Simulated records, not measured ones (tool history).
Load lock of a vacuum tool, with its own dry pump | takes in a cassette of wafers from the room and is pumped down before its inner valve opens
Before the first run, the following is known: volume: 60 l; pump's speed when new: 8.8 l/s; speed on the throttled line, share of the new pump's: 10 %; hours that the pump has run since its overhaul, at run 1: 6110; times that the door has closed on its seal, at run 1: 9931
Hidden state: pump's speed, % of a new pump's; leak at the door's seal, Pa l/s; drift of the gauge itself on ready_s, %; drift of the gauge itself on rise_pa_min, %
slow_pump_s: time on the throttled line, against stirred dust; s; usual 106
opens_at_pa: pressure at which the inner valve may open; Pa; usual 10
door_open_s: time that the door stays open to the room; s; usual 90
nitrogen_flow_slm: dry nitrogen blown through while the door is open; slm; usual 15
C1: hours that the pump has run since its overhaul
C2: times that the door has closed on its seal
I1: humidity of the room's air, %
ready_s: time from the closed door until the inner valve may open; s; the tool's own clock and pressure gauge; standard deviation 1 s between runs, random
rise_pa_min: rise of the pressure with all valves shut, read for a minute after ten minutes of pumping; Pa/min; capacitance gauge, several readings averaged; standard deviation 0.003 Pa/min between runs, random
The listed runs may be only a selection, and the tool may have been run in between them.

Run 1, hour 0: usual settings; C1 6110; C2 9931; I1 42.8. Result: ready_s 162.9 s, rise_pa_min 0.069 Pa/min.
Run 2, hour 78.3: usual settings but opens_at_pa 9 Pa; C1 6188; C2 10204; I1 47.7. Result: ready_s 163.7 s, rise_pa_min 0.07 Pa/min.
Run 3, hour 137.1: usual settings but opens_at_pa 9 Pa; C1 6247; C2 10410; I1 46. Result: ready_s 162.8 s, rise_pa_min 0.074 Pa/min.
Run 4, hour 227.6: usual settings but nitrogen_flow_slm 26 slm; C1 6337; C2 10727; I1 44.4. Result: ready_s 164.1 s, rise_pa_min 0.058 Pa/min.
Run 5, hour 305.8: usual settings but nitrogen_flow_slm 26 slm; C1 6415; C2 11000; I1 41.9. Result: ready_s 162.6 s, rise_pa_min 0.054 Pa/min.
Run 6, hour 360: usual settings but nitrogen_flow_slm 26 slm; C1 6470; C2 11189; I1 46. Result: ready_s 162.2 s, rise_pa_min 0.056 Pa/min.
Run 7, hour 467: usual settings but door_open_s 163 s, nitrogen_flow_slm 22 slm; C1 6576; C2 11563; I1 44.5. Result: ready_s 163.5 s, rise_pa_min 0.087 Pa/min.
Run 8, hour 515.2: usual settings but slow_pump_s 93 s, opens_at_pa 15 Pa, door_open_s 163 s, nitrogen_flow_slm 22 slm; C1 6625; C2 11732; I1 40.4. Result: ready_s 148 s, rise_pa_min 0.077 Pa/min.
Run 9, hour 624.3: usual settings but slow_pump_s 93 s, opens_at_pa 15 Pa, door_open_s 163 s, nitrogen_flow_slm 22 slm; C1 6734; C2 12113; I1 46.3. Result: ready_s 149.2 s, rise_pa_min 0.096 Pa/min.
Run 10, hour 679.8: usual settings but slow_pump_s 93 s, opens_at_pa 15 Pa, door_open_s 163 s, nitrogen_flow_slm 22 slm; C1 6789; C2 12308; I1 47.5. Result: ready_s 147 s, rise_pa_min 0.093 Pa/min.
Run 11, hour 736.4: usual settings but slow_pump_s 93 s, opens_at_pa 15 Pa, door_open_s 163 s, nitrogen_flow_slm 22 slm; C1 6846; C2 12505; I1 46.2. Result: ready_s 147.9 s, rise_pa_min 0.094 Pa/min.
Run 12, hour 839.6: usual settings but slow_pump_s 92 s, opens_at_pa 13 Pa, door_open_s 31 s, nitrogen_flow_slm 23 slm; C1 6949; C2 12866; I1 43.9. Result: ready_s 148 s, rise_pa_min 0.042 Pa/min.

How would selected steps in ready_s from run to run divide? Give the signed amount a tool lacking its hidden state would still show from settings, what came in and random variation, and the signed amount left for the hidden state, including any gauge scatter that is not in both of the compared results.
Run 7 -> 8: slow_pump_s 106 -> 93, opens_at_pa 10 -> 15. ready_s -15.5 s: hidden state -0.3, all else -15.2.
